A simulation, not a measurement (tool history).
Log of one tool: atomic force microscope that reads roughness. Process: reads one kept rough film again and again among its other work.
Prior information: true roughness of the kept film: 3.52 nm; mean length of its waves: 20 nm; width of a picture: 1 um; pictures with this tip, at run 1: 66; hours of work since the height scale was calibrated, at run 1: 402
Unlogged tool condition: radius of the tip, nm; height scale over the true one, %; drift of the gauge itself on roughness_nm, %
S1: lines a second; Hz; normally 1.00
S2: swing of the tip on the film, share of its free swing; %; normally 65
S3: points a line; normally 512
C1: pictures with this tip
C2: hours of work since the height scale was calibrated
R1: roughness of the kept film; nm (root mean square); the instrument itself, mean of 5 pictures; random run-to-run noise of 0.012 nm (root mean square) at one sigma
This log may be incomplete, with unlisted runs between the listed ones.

run	hour	S1	S2	S3	C1	C2	R1
1	0.0	1.00	65	512	66	402	1.973
2	7.7	1.00	65	512	81	408	1.867
# hour 14.3: new tip fitted
3	22.3	1.00	65	512	15	419	2.702
4	35.8	1.00	65	512	41	430	2.369
5	46.2	1.00	63	512	61	438	2.198
6	53.9	2.99	65	512	76	444	2.004
# hour 62.5: new tip fitted
7	69.2	2.99	65	512	12	455	2.664
8	83.0	2.99	65	512	39	466	2.316
9	97.4	2.99	65	512	67	477	2.035
# hour 111.2: new tip fitted
10	111.2	1.00	65	512	0	488	2.899
11	121.3	1.00	65	512	20	495	2.592
12	127.7	1.00	65	512	32	500	2.408
13	137.0	1.00	65	512	50	508	2.231
14	143.3	1.00	57	512	62	513	2.154
15	153.7	1.00	65	512	82	521	1.980
# hour 159.3: new tip fitted
16	166.6	1.88	65	512	14	530	2.642
17	174.4	1.88	65	512	29	536	2.456
18	180.8	1.35	65	512	41	541	2.328
19	190.6	1.00	65	361	60	549	2.137
20	202.9	1.00	65	361	84	558	1.944
# hour 207.8: new tip fitted
21	212.2	1.00	65	361	8	565	2.703
22	221.7	1.00	65	767	26	573	2.499
23	232.2	1.00	65	767	47	581	2.269
24	242.8	1.00	65	767	67	589	2.068
25	250.4	1.00	65	767	82	595	1.946
# hour 252.5: height scale calibrated on a step standard
# hour 258.0: new tip fitted
26	261.0	1.00	65	767	6	6	2.811
27	275.5	0.65	65	499	34	17	2.412
28	286.9	2.10	69	323	56	26	2.097
29	297.3	3.26	69	980	76	34	1.948
# hour 306.8: new tip fitted
30	310.5	3.26	69	980	8	44	2.656
# hour 314.8: height scale calibrated on a step standard, once more
31	323.3	3.26	69	980	30	7	2.390
32	336.0	2.05	82	349	55	16	2.069
33	347.7	1.08	61	393	77	26	1.994
# hour 356.3: new tip fitted
34	357.3	2.96	65	512	2	33	2.802
35	372.2	1.17	88	351	30	44	2.332
36	378.8	1.17	88	351	43	49	2.187
37	391.7	1.17	88	351	68	59	1.948
38	402.3	1.00	65	437	88	68	1.860
# hour 405.0: new tip fitted
39	416.6	0.88	65	922	22	78	2.637
40	423.8	1.16	65	351	36	84	2.374
41	433.6	1.16	65	351	55	92	2.169
42	443.4	1.35	65	485	74	99	1.990
43	450.5	1.64	65	938	87	105	1.910
# hour 453.2: new tip fitted
44	464.2	0.88	76	985	21	115	2.554
45	478.2	0.85	76	681	48	126	2.235
46	488.7	0.85	66	662	68	134	2.059
47	495.7	2.96	58	512	81	139	1.902
# hour 502.1: new tip fitted
48	503.8	0.84	65	527	3	145	2.861
49	517.9	3.85	89	527	30	156	2.144
50	527.0	3.85	89	527	48	163	1.957
51	534.0	3.85	89	527	61	169	1.850
52	540.4	3.85	89	527	73	174	1.762

For each entry between runs, how does the tool's hidden state at the last listed run before it compare with that at the first listed run after it?
Runs 2 to 3: new tip fitted (hour 14.3)
  radius of the tip, nm: 23.6 -> 7.7; height scale over the true one, %: -0.48 -> -0.5
  what was measured, less what the result would be without the hidden state, R1: -1.044 -> -0.231 nm (root mean square)
Runs 6 to 7: new tip fitted (hour 62.5)
  radius of the tip, nm: 18.9 -> 7.4; height scale over the true one, %: -0.54 -> -0.56
  what was measured, less what the result would be without the hidden state, R1: -0.841 -> -0.208 nm (root mean square)
Runs 9 to 10: new tip fitted (hour 111.2)
  radius of the tip, nm: 18.4 -> 5.4; height scale over the true one, %: -0.59 -> -0.61
  what was measured, less what the result would be without the hidden state, R1: -0.825 -> -0.052 nm (root mean square)
Runs 15 to 16: new tip fitted (hour 159.3)
  radius of the tip, nm: 21.1 -> 8.1; height scale over the true one, %: -0.65 -> -0.67
  what was measured, less what the result would be without the hidden state, R1: -0.964 -> -0.265 nm (root mean square)
Runs 20 to 21: new tip fitted (hour 207.8)
  radius of the tip, nm: 21.5 -> 7.1; height scale over the true one, %: -0.71 -> -0.72
  what was measured, less what the result would be without the hidden state, R1: -0.970 -> -0.189 nm (root mean square)
Runs 25 to 26: height scale calibrated on a step standard (hour 252.5); new tip fitted (hour 258.0)
  radius of the tip, nm: 22 -> 6.4; height scale over the true one, %: -0.77 -> -1.17
  what was measured, less what the result would be without the hidden state, R1: -1.006 -> -0.155 nm (root mean square)
Runs 29 to 30: new tip fitted (hour 306.8)
  radius of the tip, nm: 20.2 -> 6.9; height scale over the true one, %: -1.22 -> -1.23
  what was measured, less what the result would be without the hidden state, R1: -0.911 -> -0.186 nm (root mean square)
Runs 30 to 31: height scale calibrated on a step standard, once more (hour 314.8)
  radius of the tip, nm: 6.9 -> 11.6; height scale over the true one, %: -1.23 -> -0.11
  what was measured, less what the result would be without the hidden state, R1: -0.186 -> -0.469 nm (root mean square)
Runs 33 to 34: new tip fitted (hour 356.3)
  radius of the tip, nm: 20.7 -> 5.7; height scale over the true one, %: -0.13 -> -0.15
  what was measured, less what the result would be without the hidden state, R1: -0.929 -> -0.062 nm (root mean square)
Runs 38 to 39: new tip fitted (hour 405.0)
  radius of the tip, nm: 23.9 -> 9.3; height scale over the true one, %: -0.2 -> -0.21
  what was measured, less what the result would be without the hidden state, R1: -1.049 -> -0.344 nm (root mean square)
Runs 43 to 44: new tip fitted (hour 453.2)
  radius of the tip, nm: 23.2 -> 9.9; height scale over the true one, %: -0.25 -> -0.27
  what was measured, less what the result would be without the hidden state, R1: -1.035 -> -0.377 nm (root mean square)
Runs 47 to 48: new tip fitted (hour 502.1)
  radius of the tip, nm: 22.4 -> 5.8
  what was measured, less what the result would be without the hidden state, R1: -0.986 -> -0.081 nm (root mean square)
